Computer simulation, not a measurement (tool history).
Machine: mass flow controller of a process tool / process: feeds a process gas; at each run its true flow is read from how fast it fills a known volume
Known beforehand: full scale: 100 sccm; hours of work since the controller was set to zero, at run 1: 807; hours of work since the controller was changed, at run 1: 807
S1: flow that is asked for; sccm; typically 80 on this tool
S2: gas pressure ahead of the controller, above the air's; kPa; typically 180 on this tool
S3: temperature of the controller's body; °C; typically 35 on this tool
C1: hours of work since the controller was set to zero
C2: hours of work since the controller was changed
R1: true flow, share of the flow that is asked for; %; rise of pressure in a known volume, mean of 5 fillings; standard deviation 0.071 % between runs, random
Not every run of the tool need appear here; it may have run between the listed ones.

run,hour,S1,S2,S3,C1,C2,R1
1,0.0,80,180,35,807,807,99.63
2,83.2,80,180,32,846,846,99.52
3,201.9,80,180,23,902,902,99.22
4,343.9,80,180,35,969,969,99.67
5,421.6,80,180,35,1006,1006,99.79
6,550.0,80,180,31,1066,1066,99.54
7,700.5,80,222,32,1137,1137,99.73
8,837.7,80,222,32,1202,1202,99.82
# hour 852.8: controller's zero set anew
9,909.2,80,222,33,27,1236,99.67
10,1056.0,80,222,33,96,1305,99.75
11,1209.7,80,222,38,169,1378,100.01

Estimate the outcome of run 12 from the log above:
12,1295.9,80,222,38,209,1418,?

R1: 99.79 %
Without the tool's hidden state the same run would have given R1 100.00 %.

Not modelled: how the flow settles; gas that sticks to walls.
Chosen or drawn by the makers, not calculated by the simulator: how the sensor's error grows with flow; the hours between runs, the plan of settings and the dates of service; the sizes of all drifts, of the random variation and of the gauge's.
